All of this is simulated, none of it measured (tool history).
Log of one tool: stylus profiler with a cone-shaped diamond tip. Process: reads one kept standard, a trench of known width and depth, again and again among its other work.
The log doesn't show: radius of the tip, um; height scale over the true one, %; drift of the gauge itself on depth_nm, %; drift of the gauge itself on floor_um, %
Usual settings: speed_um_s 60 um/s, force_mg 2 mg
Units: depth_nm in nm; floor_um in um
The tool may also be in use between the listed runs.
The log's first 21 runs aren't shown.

run	hour	speed_um_s	force_mg	scans with this tip	hours of work since the height scale was calibrated	depth_nm	floor_um
22	1149.8	60	2	960	159	201.31	16.85
23	1213.2	60	2	1134	188	201.33	16.92
24	1258.9	60	2	1258	209	201.35	16.86
25	1296.3	60	2	1361	226	201.38	16.87
26	1351.9	43	1.54	1513	251	201.15	16.81
27	1411.3	101	5.03	1675	278	202.45	16.77
28	1459.1	33	3.33	1805	300	201.93	16.85
29	1492.8	33	3.33	1897	315	201.99	16.8
30	1545.9	85	0.9	2043	339	201.07	16.52
31	1601.1	60	4.27	2193	364	202.22	16.7
32	1655.9	53	2.52	2343	389	201.6	16.72
33	1719.2	175	3.64	2516	417	202.07	16.52
34	1777.4	175	3.64	2675	444	202.16	16.48
35	1819.5	175	3.64	2790	463	202.25	16.5
36	1857.6	76	5.13	2894	480	202.69	16.59
37	1920.5	76	5.13	3066	509	202.55	16.63
38	1958.6	76	5.13	3170	526	202.67	16.6
39	2009.2	159	2	3308	549	201.63	16.31
40	2052.8	50	1.41	3427	569	201.42	16.52
41	2103.4	50	1.41	3566	592	201.31	16.52
42	2168.9	21	1.87	3745	621	201.67	16.56
43	2233.8	21	1.87	3922	651	201.7	16.52
44	2276.5	21	1.87	4039	670	201.63	16.57
45	2330.8	41	0.73	4187	695	201.24	16.36
46	2389	39	0.75	4346	721	201.32	16.39

4 ways to go on from here, each from the tool as it stands after run 46. What would each give?
A	2449	21	2	4510	748	?	?
B	2449	16	2.17	4510	748	?	?
C	2449	62	1.36	4510	748	?	?
D	2449	39	4.01	4510	748	?	?

run	depth_nm	floor_um
A	201.82	16.44
B	201.86	16.47
C	201.52	16.28
D	202.58	16.41
Without the tool's hidden state the same runs would have given:
run	depth_nm	floor_um
A	201.18	17.16
B	201.22	17.19
C	200.87	17
D	201.94	17.13
